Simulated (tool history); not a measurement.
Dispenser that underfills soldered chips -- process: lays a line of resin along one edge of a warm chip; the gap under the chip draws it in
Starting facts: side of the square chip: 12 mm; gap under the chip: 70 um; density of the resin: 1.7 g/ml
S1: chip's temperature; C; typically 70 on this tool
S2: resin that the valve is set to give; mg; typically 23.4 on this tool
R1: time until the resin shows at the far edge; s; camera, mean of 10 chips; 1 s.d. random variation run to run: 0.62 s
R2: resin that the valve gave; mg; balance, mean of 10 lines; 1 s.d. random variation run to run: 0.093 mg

Run 1, day 0.000: usual settings. Result: R1 61.7 s, R2 21.64 mg.
Run 2, day 0.133: usual settings. Result: R1 71.7 s, R2 21.88 mg.
Run 3, day 0.362: usual settings. Result: R1 92.1 s, R2 21.59 mg.
At day 0.446: new syringe of resin.
Run 4, day 0.629: usual settings but S1 62 C. Result: R1 87.6 s, R2 21.47 mg.
Run 5, day 0.850: usual settings but S1 62 C. Result: R1 109.0 s, R2 21.43 mg.
Run 6, day 0.975: usual settings but S2 27.5 mg. Result: R1 93.8 s, R2 25.13 mg.
At day 1.012: new syringe of resin.
Run 7, day 1.200: usual settings but S2 27.5 mg. Result: R1 67.7 s, R2 25.21 mg.
At day 1.304: dispensing valve cleaned and set on the balance.
Run 8, day 1.438: usual settings but S2 27.5 mg. Result: R1 81.8 s, R2 27.45 mg.
Run 9, day 1.562: usual settings but S2 27.5 mg. Result: R1 93.1 s, R2 27.47 mg.
At day 1.604: new syringe of resin.
Run 10, day 1.779: usual settings but S2 27.5 mg. Result: R1 65.2 s, R2 27.53 mg.
Run 11, day 2.029: usual settings but S2 27.5 mg. Result: R1 85.3 s, R2 27.25 mg.
At day 2.162: new syringe of resin.
Run 12, day 2.300: usual settings but S2 27.5 mg. Result: R1 61.2 s, R2 27.24 mg.
Run 13, day 2.417: usual settings but S2 27.5 mg. Result: R1 69.7 s, R2 27.17 mg.
Run 14, day 2.533: usual settings but S2 27.5 mg. Result: R1 79.3 s, R2 26.85 mg.
Run 15, day 2.679: usual settings but S2 27.5 mg. Result: R1 92.4 s, R2 26.98 mg.
At day 2.717: new syringe of resin.
Run 16, day 2.904: usual settings but S2 27.5 mg. Result: R1 64.4 s, R2 26.86 mg.
Run 17, day 3.138: usual settings but S2 27.5 mg. Result: R1 83.9 s, R2 26.78 mg.
At day 3.288: new syringe of resin.
Run 18, day 3.350: usual settings but S1 63 C. Result: R1 74.1 s, R2 22.73 mg.

Run 19 is up next; what results do you expect?
Run 19, day 3.558: usual settings but S1 56 C, S2 21.9 mg. Result: R1 ?, R2 ?.

R1: 118.1 s
R2: 21.34 mg
Take away the tool's hidden state, keep the run-to-run variation as it was, and the same run would have given R1 86.0 s, R2 21.96 mg.
